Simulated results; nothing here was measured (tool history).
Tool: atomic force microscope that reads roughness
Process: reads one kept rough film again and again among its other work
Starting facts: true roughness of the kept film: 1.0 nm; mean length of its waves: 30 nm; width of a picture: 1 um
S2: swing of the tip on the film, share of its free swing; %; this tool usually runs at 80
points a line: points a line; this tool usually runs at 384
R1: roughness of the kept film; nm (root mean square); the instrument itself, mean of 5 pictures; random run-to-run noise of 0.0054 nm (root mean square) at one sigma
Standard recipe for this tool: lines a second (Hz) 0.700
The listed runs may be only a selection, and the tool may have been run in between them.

run 1 day=0.000 | lines_a_second_(Hz)=0.700 S2=80 points_a_line=384 | R1=0.891
run 2 day=1.742 | lines_a_second_(Hz)=0.700 S2=80 points_a_line=384 | R1=0.857
-- day=2.650 new tip fitted
run 3 day=3.612 | lines_a_second_(Hz)=1.629 S2=80 points_a_line=384 | R1=0.809
run 4 day=5.067 | lines_a_second_(Hz)=1.629 S2=80 points_a_line=384 | R1=0.783
-- day=5.279 new tip fitted
run 5 day=6.821 | lines_a_second_(Hz)=1.629 S2=80 points_a_line=384 | R1=0.793
run 6 day=7.762 | lines_a_second_(Hz)=1.629 S2=80 points_a_line=384 | R1=0.781
-- day=8.008 new tip fitted
run 7 day=8.817 | lines_a_second_(Hz)=1.629 S2=80 points_a_line=384 | R1=0.808
run 8 day=10.217 | lines_a_second_(Hz)=0.700 S2=80 points_a_line=384 | R1=0.856
-- day=10.696 new tip fitted
run 9 day=11.888 | lines_a_second_(Hz)=0.693 S2=80 points_a_line=384 | R1=0.866
run 10 day=12.783 | lines_a_second_(Hz)=0.693 S2=80 points_a_line=384 | R1=0.857
-- day=13.388 new tip fitted
run 11 day=14.367 | lines_a_second_(Hz)=0.693 S2=89 points_a_line=384 | R1=0.837
run 12 day=15.942 | lines_a_second_(Hz)=0.700 S2=80 points_a_line=384 | R1=0.835
-- day=16.050 new tip fitted
run 13 day=17.821 | lines_a_second_(Hz)=0.700 S2=80 points_a_line=594 | R1=0.861
-- day=18.708 new tip fitted
run 14 day=19.150 | lines_a_second_(Hz)=0.700 S2=80 points_a_line=594 | R1=0.877
run 15 day=21.050 | lines_a_second_(Hz)=0.700 S2=80 points_a_line=594 | R1=0.848
-- day=21.362 new tip fitted
run 16 day=22.592 | lines_a_second_(Hz)=0.567 S2=80 points_a_line=814 | R1=0.887
-- day=23.954 new tip fitted
run 17 day=24.075 | lines_a_second_(Hz)=3.824 S2=80 points_a_line=384 | R1=0.702
run 18 day=26.104 | lines_a_second_(Hz)=3.824 S2=80 points_a_line=384 | R1=0.666
-- day=26.688 new tip fitted
run 19 day=27.154 | lines_a_second_(Hz)=1.842 S2=75 points_a_line=384 | R1=0.831
run 20 day=29.029 | lines_a_second_(Hz)=2.707 S2=84 points_a_line=399 | R1=0.690
-- day=29.371 new tip fitted
run 21 day=30.729 | lines_a_second_(Hz)=0.700 S2=59 points_a_line=475 | R1=0.906
-- day=32.033 new tip fitted
run 22 day=32.096 | lines_a_second_(Hz)=2.377 S2=69 points_a_line=974 | R1=0.861
run 23 day=33.425 | lines_a_second_(Hz)=2.377 S2=69 points_a_line=974 | R1=0.827
-- day=34.638 new tip fitted
run 24 day=34.979 | lines_a_second_(Hz)=0.700 S2=66 points_a_line=795 | R1=0.914
run 25 day=36.071 | lines_a_second_(Hz)=1.420 S2=72 points_a_line=573 | R1=0.852
run 26 day=37.050 | lines_a_second_(Hz)=0.711 S2=57 points_a_line=645 | R1=0.882
-- day=37.346 new tip fitted
run 27 day=38.246 | lines_a_second_(Hz)=0.711 S2=57 points_a_line=645 | R1=0.908
run 28 day=39.621 | lines_a_second_(Hz)=2.949 S2=74 points_a_line=971 | R1=0.751

What if the next run were any one of these 5? Each begins from the tool's condition after run 28:
-- day=40.117 new tip fitted
run A day=40.654 | lines_a_second_(Hz)=0.916 S2=74 points_a_line=929 | R1=?
-- day=40.117 new tip fitted
run B day=40.654 | lines_a_second_(Hz)=0.700 S2=66 points_a_line=376 | R1=?
-- day=40.117 new tip fitted
run C day=40.654 | lines_a_second_(Hz)=0.776 S2=71 points_a_line=864 | R1=?
-- day=40.117 new tip fitted
run D day=40.654 | lines_a_second_(Hz)=0.850 S2=58 points_a_line=590 | R1=?
-- day=40.117 new tip fitted
run E day=40.654 | lines_a_second_(Hz)=0.700 S2=69 points_a_line=731 | R1=?

run=A R1=0.889
run=B R1=0.906
run=C R1=0.897
run=D R1=0.916
run=E R1=0.906
Stripped of hidden state, with their random variation kept, the same runs would have yielded:
run=A R1=0.907
run=B R1=0.923
run=C R1=0.915
run=D R1=0.934
run=E R1=0.924
